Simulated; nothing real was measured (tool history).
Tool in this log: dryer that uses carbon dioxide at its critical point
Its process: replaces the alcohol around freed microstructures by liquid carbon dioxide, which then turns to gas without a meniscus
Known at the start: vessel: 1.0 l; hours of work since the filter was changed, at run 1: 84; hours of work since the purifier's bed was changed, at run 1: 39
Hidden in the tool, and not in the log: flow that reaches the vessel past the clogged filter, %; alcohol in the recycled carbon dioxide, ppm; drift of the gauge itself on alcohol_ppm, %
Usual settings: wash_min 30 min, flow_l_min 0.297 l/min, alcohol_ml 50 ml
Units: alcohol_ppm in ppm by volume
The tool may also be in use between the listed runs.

run	hour	wash_min	flow_l_min	alcohol_ml	hours of work since the filter was changed	hours of work since the purifier's bed was changed	alcohol_ppm
1	0.0	30	0.297	50	84	39	34
2	9.7	30	0.297	50	89	44	36
3	20.4	30	0.297	65	94	49	51
4	26.7	30	0.297	65	97	52	46
5	36.8	30	0.297	65	102	57	46
6	48.0	30	0.297	65	107	62	47
7	55.6	30	0.193	50	111	66	286
8	67.1	30	0.193	50	116	71	292
9	72.5	30	0.193	50	119	74	285
10	82.7	30	0.193	50	124	79	301
11	90.2	30	0.193	50	127	82	283
12	96.3	30	0.193	50	130	85	303
13	106.9	30	0.193	50	135	90	297
14	115.6	30	0.229	50	140	94	128
15	124.7	30	0.297	50	144	99	42
16	134.3	30	0.297	72	148	103	54
17	145.5	39	0.297	72	154	109	32
18	156.1	39	0.297	72	159	114	34
19	165.4	39	0.297	45	163	118	36
20	170.7	30	0.297	38	166	121	36
21	182.2	30	0.297	50	171	126	40
22	190.8	30	0.297	50	175	130	61
23	201.1	30	0.297	116	180	135	83
24	211.4	30	0.297	116	185	140	78
25	220.6	37	0.297	73	190	144	49
26	229.5	37	0.297	73	194	149	46
27	235.8	37	0.429	38	197	152	42
28	241.3	30	0.362	26	199	154	42
29	246.5	38	0.297	36	202	157	49
30	257.1	40	0.476	67	207	162	34
31	262.3	40	0.476	67	209	164	33
32	268.2	45	0.298	116	212	167	41
33	277.2	27	0.297	40	217	171	78
34	283.5	30	0.297	52	220	174	66
35	291.1	30	0.450	33	223	178	49
36	300.5	30	0.297	85	228	182	75
37	311.6	29	0.297	58	233	188	78
38	321.2	29	0.194	46	238	192	362
39	328.8	29	0.194	46	241	196	359
40	338.0	30	0.297	95	246	200	97
41	344.4	30	0.297	95	249	203	87
42	354.2	46	0.222	50	253	208	53
43	362.0	30	0.223	99	257	212	337

Here are 3 independent what-if runs from the current tool condition. What would each one return?
A	370.2	25	0.182	61	261	216	?
B	370.2	19	0.242	31	261	216	?
C	370.2	30	0.252	101	261	216	?

run	alcohol_ppm
A	1138
B	619
C	190
The same runs, with their run-to-run variation unchanged, on a tool lacking any hidden condition would have given:
run	alcohol_ppm
A	901
B	474
C	106

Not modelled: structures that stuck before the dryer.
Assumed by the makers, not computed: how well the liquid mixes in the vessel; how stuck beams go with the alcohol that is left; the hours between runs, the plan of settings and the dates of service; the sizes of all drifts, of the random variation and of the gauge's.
